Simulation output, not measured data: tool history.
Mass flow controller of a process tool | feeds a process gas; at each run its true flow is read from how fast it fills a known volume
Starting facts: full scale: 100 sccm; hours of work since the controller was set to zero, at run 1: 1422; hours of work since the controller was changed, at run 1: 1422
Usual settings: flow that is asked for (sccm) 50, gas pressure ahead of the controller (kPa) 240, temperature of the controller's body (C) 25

run      day  flow that is asked for (sccm)  gas pressure ahead of the controller (kPa)  temperature of the controller's body (C)  hours of work since the controller was set to zero  hours of work since the controller was changed  true flow (%)
  1        0                             50                                         240                                        25                                                1422                                            1422          98.32
  2    2.629                             50                                         240                                        25                                                1445                                            1445          98.21
  3    6.304                             50                                         240                                        25                                                1479                                            1479          98.15
  4    9.075                             50                                         240                                        22                                                1504                                            1504          98.43
  5     11.3                             50                                         240                                        22                                                1524                                            1524          98.49
  6   13.346                             50                                         240                                        25                                                1543                                            1543          98.19
  7     15.2                             14                                         240                                        25                                                1560                                            1560          97.12
  8   19.133                             14                                         240                                        25                                                1595                                            1595          97.17
  9   21.383                             50                                         240                                        25                                                1616                                            1616          98.16
 10   24.129                             50                                         240                                        25                                                1641                                            1641          98.15
 11    26.35                             50                                         240                                        25                                                1661                                            1661          98.04
 12   29.533                             50                                         240                                        25                                                1690                                            1690          98.14
 13    32.35                             50                                         240                                        25                                                1715                                            1715          98.32
 14   34.321                             43                                         240                                        25                                                1733                                            1733          97.96
 15   36.133                             50                                         207                                        25                                                1750                                            1750          98.45
 16   38.521                             50                                         207                                        25                                                1771                                            1771          98.52
 17   41.133                             50                                         207                                        25                                                1795                                            1795          98.54
 18   44.392                             50                                         240                                        37                                                1825                                            1825          96.88
 19   46.692                             50                                         240                                        37                                                1846                                            1846           96.9
 20   50.167                             21                                         240                                        25                                                1877                                            1877          97.42
 21   53.517                             21                                         240                                        25                                                1908                                            1908          97.41
 22   55.962                             21                                         240                                        25                                                1930                                            1930          97.46
 23   59.342                             21                                         240                                        25                                                1960                                            1960          97.41
 24   62.729                             21                                         240                                        25                                                1991                                            1991           97.3
 25   64.521                             50                                         209                                        24                                                2007                                            2007          98.53
 26   68.525                             50                                         240                                        26                                                2044                                            2044          98.07
 27   71.162                             31                                         240                                        20                                                2068                                            2068          98.19
 28   74.629                             31                                         240                                        20                                                2099                                            2099          98.03
 29   76.429                             31                                         240                                        20                                                2116                                            2116          98.15
 30     78.5                             31                                         182                                        20                                                2134                                            2134          98.46
 31   80.654                             50                                         272                                        37                                                2154                                            2154          96.73
 32   84.388                             40                                         234                                        25                                                2188                                            2188          98.02
 33   88.371                             40                                         234                                        25                                                2224                                            2224          97.91
 34    91.95                             40                                         234                                        25                                                2256                                            2256          98.03
 35   94.767                             40                                         234                                        25                                                2282                                            2282          97.94
 36   97.588                             38                                         152                                        25                                                2308                                            2308          98.43
 37   99.412                             38                                         195                                        30                                                2324                                            2324          97.44
 38  102.229                             50                                         235                                        30                                                2350                                            2350          97.75
 39  104.133                             58                                         149                                        25                                                2367                                            2367          98.99

What will run 40 give?
 40  107.092                             16                                         196                                        27                                                2394                                            2394              ?

true flow (%): 97.23
On a tool with no hidden condition, and with the same random variation, this run would have come out at true flow (%) 97.22.
